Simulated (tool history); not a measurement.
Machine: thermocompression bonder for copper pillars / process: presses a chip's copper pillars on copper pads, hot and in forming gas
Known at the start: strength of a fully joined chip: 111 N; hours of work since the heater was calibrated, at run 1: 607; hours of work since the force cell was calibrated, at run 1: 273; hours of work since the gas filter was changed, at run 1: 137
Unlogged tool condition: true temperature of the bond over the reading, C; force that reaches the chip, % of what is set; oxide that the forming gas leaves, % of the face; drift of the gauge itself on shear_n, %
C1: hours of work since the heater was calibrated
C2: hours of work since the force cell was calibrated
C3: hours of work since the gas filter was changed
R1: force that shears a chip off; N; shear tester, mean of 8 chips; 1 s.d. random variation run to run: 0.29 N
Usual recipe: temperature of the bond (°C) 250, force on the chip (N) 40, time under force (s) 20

{"run": 1, "hour": 0.0, "temperature of the bond (°C)": 250, "force on the chip (N)": 40, "time under force (s)": 20, "C1": 607, "C2": 273, "C3": 137, "R1": 74.6}
{"run": 2, "hour": 11.8, "temperature of the bond (°C)": 250, "force on the chip (N)": 40, "time under force (s)": 20, "C1": 614, "C2": 281, "C3": 144, "R1": 73.5}
{"hour": 16.0, "done": "heater calibrated with a thermocouple chip"}
{"run": 3, "hour": 24.6, "temperature of the bond (°C)": 277, "force on the chip (N)": 40, "time under force (s)": 20, "C1": 5, "C2": 287, "C3": 151, "R1": 86.0}
{"run": 4, "hour": 31.5, "temperature of the bond (°C)": 277, "force on the chip (N)": 40, "time under force (s)": 20, "C1": 10, "C2": 292, "C3": 155, "R1": 86.2}
{"run": 5, "hour": 38.0, "temperature of the bond (°C)": 277, "force on the chip (N)": 40, "time under force (s)": 20, "C1": 14, "C2": 296, "C3": 159, "R1": 86.3}
{"run": 6, "hour": 46.3, "temperature of the bond (°C)": 277, "force on the chip (N)": 40, "time under force (s)": 20, "C1": 19, "C2": 301, "C3": 164, "R1": 85.8}
{"run": 7, "hour": 53.5, "temperature of the bond (°C)": 277, "force on the chip (N)": 40, "time under force (s)": 20, "C1": 24, "C2": 306, "C3": 169, "R1": 85.5}
{"run": 8, "hour": 68.0, "temperature of the bond (°C)": 277, "force on the chip (N)": 40, "time under force (s)": 20, "C1": 33, "C2": 315, "C3": 178, "R1": 85.9}
{"run": 9, "hour": 74.6, "temperature of the bond (°C)": 277, "force on the chip (N)": 40, "time under force (s)": 20, "C1": 37, "C2": 319, "C3": 182, "R1": 85.0}
{"run": 10, "hour": 88.2, "temperature of the bond (°C)": 250, "force on the chip (N)": 40, "time under force (s)": 20, "C1": 45, "C2": 328, "C3": 191, "R1": 70.0}
{"run": 11, "hour": 94.8, "temperature of the bond (°C)": 250, "force on the chip (N)": 40, "time under force (s)": 20, "C1": 50, "C2": 332, "C3": 195, "R1": 69.9}
{"run": 12, "hour": 103.0, "temperature of the bond (°C)": 250, "force on the chip (N)": 40, "time under force (s)": 20, "C1": 55, "C2": 337, "C3": 200, "R1": 69.7}
{"run": 13, "hour": 112.8, "temperature of the bond (°C)": 248, "force on the chip (N)": 39, "time under force (s)": 13, "C1": 61, "C2": 343, "C3": 206, "R1": 59.5}
{"run": 14, "hour": 125.2, "temperature of the bond (°C)": 231, "force on the chip (N)": 40, "time under force (s)": 20, "C1": 69, "C2": 351, "C3": 214, "R1": 57.4}
{"run": 15, "hour": 132.7, "temperature of the bond (°C)": 231, "force on the chip (N)": 40, "time under force (s)": 20, "C1": 73, "C2": 356, "C3": 219, "R1": 57.1}
{"run": 16, "hour": 144.7, "temperature of the bond (°C)": 255, "force on the chip (N)": 25, "time under force (s)": 20, "C1": 81, "C2": 363, "C3": 226, "R1": 52.3}
{"run": 17, "hour": 152.5, "temperature of the bond (°C)": 250, "force on the chip (N)": 37, "time under force (s)": 20, "C1": 86, "C2": 368, "C3": 231, "R1": 65.7}
{"run": 18, "hour": 160.6, "temperature of the bond (°C)": 275, "force on the chip (N)": 56, "time under force (s)": 55, "C1": 91, "C2": 373, "C3": 236, "R1": 99.9}
{"run": 19, "hour": 168.9, "temperature of the bond (°C)": 275, "force on the chip (N)": 51, "time under force (s)": 55, "C1": 96, "C2": 378, "C3": 242, "R1": 98.1}
{"run": 20, "hour": 179.3, "temperature of the bond (°C)": 250, "force on the chip (N)": 48, "time under force (s)": 20, "C1": 103, "C2": 385, "C3": 248, "R1": 76.6}
{"run": 21, "hour": 193.9, "temperature of the bond (°C)": 250, "force on the chip (N)": 48, "time under force (s)": 20, "C1": 112, "C2": 394, "C3": 257, "R1": 76.1}
{"run": 22, "hour": 208.9, "temperature of the bond (°C)": 252, "force on the chip (N)": 40, "time under force (s)": 20, "C1": 121, "C2": 403, "C3": 267, "R1": 70.1}
{"hour": 212.4, "done": "forming gas filter changed"}
{"run": 23, "hour": 225.0, "temperature of the bond (°C)": 252, "force on the chip (N)": 40, "time under force (s)": 20, "C1": 131, "C2": 413, "C3": 8, "R1": 77.1}
{"run": 24, "hour": 238.1, "temperature of the bond (°C)": 243, "force on the chip (N)": 49, "time under force (s)": 59, "C1": 139, "C2": 422, "C3": 16, "R1": 99.0}

Consider 3 possible next runs. They are alternatives, not a sequence: every one starts from the tool as it was left by run 24. What does each give?
{"run": "A", "hour": 251.0, "temperature of the bond (°C)": 267, "force on the chip (N)": 51, "time under force (s)": 19, "C1": 148, "C2": 430, "C3": 24, "R1": "?"}
{"run": "B", "hour": 251.0, "temperature of the bond (°C)": 272, "force on the chip (N)": 44, "time under force (s)": 59, "C1": 148, "C2": 430, "C3": 24, "R1": "?"}
{"run": "C", "hour": 251.0, "temperature of the bond (°C)": 259, "force on the chip (N)": 30, "time under force (s)": 13, "C1": 148, "C2": 430, "C3": 24, "R1": "?"}

run=A R1=95.2
run=B R1=104.9
run=C R1=59.0
Take away the tool's hidden state, keep each run's random variation, and the runs would have read:
run=A R1=94.3
run=B R1=105.0
run=C R1=57.3
